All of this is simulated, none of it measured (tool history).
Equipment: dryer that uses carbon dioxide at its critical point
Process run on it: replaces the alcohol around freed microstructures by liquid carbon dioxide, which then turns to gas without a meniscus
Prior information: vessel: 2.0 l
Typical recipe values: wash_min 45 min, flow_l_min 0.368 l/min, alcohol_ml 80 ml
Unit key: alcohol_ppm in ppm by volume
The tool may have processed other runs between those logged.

run 1 day=0 | wash_min=45 flow_l_min=0.368 alcohol_ml=80 | alcohol_ppm=213
run 2 day=0.583 | wash_min=45 flow_l_min=0.368 alcohol_ml=80 | alcohol_ppm=228
run 3 day=0.892 | wash_min=45 flow_l_min=0.368 alcohol_ml=80 | alcohol_ppm=214
run 4 day=1.275 | wash_min=45 flow_l_min=0.262 alcohol_ml=80 | alcohol_ppm=975
run 5 day=1.983 | wash_min=45 flow_l_min=0.368 alcohol_ml=80 | alcohol_ppm=205
-- day=2.354 inlet filter changed
run 6 day=2.421 | wash_min=45 flow_l_min=0.368 alcohol_ml=80 | alcohol_ppm=120
run 7 day=2.9 | wash_min=42 flow_l_min=0.368 alcohol_ml=80 | alcohol_ppm=176
run 8 day=3.438 | wash_min=45 flow_l_min=0.368 alcohol_ml=83 | alcohol_ppm=131
run 9 day=3.879 | wash_min=56 flow_l_min=0.234 alcohol_ml=73 | alcohol_ppm=377
run 10 day=4.233 | wash_min=51 flow_l_min=0.621 alcohol_ml=73 | alcohol_ppm=17

What will run 11 give?
run 11 day=4.912 | wash_min=32 flow_l_min=0.368 alcohol_ml=38 | alcohol_ppm=?

Run 11 yielded alcohol_ppm 317 ppm by volume.
On a tool with no hidden condition, and with the same random variation, this run would have come out at alcohol_ppm 291 ppm by volume.
